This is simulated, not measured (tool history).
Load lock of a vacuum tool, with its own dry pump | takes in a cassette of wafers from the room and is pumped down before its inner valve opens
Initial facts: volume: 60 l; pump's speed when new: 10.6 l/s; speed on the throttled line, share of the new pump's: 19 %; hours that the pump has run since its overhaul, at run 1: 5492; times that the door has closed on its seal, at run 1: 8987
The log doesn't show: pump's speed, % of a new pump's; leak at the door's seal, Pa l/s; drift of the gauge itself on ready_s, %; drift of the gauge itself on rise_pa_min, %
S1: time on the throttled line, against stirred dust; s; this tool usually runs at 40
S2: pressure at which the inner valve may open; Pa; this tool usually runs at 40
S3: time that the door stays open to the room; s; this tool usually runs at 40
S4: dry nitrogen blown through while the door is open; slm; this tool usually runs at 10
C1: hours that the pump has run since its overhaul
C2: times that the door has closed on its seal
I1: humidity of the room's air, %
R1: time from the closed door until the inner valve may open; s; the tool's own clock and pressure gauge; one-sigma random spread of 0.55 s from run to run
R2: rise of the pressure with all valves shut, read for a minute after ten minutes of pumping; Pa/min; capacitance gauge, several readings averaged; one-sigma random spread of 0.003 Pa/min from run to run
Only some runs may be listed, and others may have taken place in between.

run	hour	S1	S2	S3	S4	C1	C2	I1	R1	R2
1	0	40	40	40	10	5492	8987	45.3	79.7	0.053
2	92.2	40	40	40	10	5584	9346	49.3	78.4	0.055
3	163.6	40	40	40	10	5655	9625	46	78	0.049
4	250.6	40	40	40	10	5742	9963	45.3	78.9	0.053
5	341.5	40	40	30	10	5833	10317	45.8	77.5	0.05
6	417.3	40	40	40	10	5909	10613	46.7	78.7	0.065
7	494.6	40	40	40	10	5986	10914	40.9	78.7	0.056
8	563	40	40	40	10	6054	11180	44.8	78.6	0.053
9	623.7	40	40	40	5	6115	11416	46.1	78.3	0.066
10	728.9	35	40	40	10	6220	11826	46.1	75.8	0.057
11	798.9	35	40	40	10	6290	12099	47.3	75	0.056
12	856.1	35	51	40	10	6348	12321	45.4	73.3	0.052
13	928	35	51	40	10	6420	12602	43.5	74	0.055
14	1045.5	40	40	40	10	6537	13059	47.8	79	0.064
15	1179	40	40	40	10	6671	13579	46.2	77.8	0.061
16	1299.2	40	36	49	42	6791	14047	40.9	79.4	0.052
17	1378.1	26	58	106	10	6870	14355	42.1	65.2	0.087
18	1453.1	40	40	40	26	6945	14647	41	78.6	0.057
19	1554.2	40	40	40	26	7046	15040	42.8	79.1	0.057
20	1684.1	40	40	40	26	7176	15546	42.5	79.8	0.057
21	1820.3	40	40	40	26	7312	16077	46.4	79.2	0.065
22	1911.3	24	30	40	10	7403	16431	46.3	67.7	0.064
23	2019.3	24	30	40	10	7511	16852	46.7	69.3	0.075
24	2077.4	40	74	40	4	7569	17078	45	75.4	0.074
25	2193.5	44	43	136	37	7685	17530	44.7	81.1	0.076
26	2261.2	32	43	71	39	7753	17794	39.7	71.6	0.064
27	2321.2	32	43	71	39	7813	18028	45.9	72.4	0.067

The logged runs with the hidden state left out (each run's random variation unchanged):
run	R1	R2
1	78.3	0.036
2	77	0.037
3	76.6	0.03
4	77.4	0.033
5	76.1	0.03
6	77.2	0.044
7	77.1	0.034
8	77.1	0.03
9	76.7	0.042
10	74.1	0.032
11	73.4	0.03
12	71.6	0.027
13	72.3	0.028
14	77.3	0.036
15	76.1	0.032
16	77.6	0.021
17	63.4	0.055
18	76.8	0.024
19	77.3	0.023
20	77.9	0.021
21	77.3	0.027
22	65.5	0.026
23	67	0.036
24	73.6	0.035
25	79.2	0.035
26	69.5	0.023
27	70.3	0.024
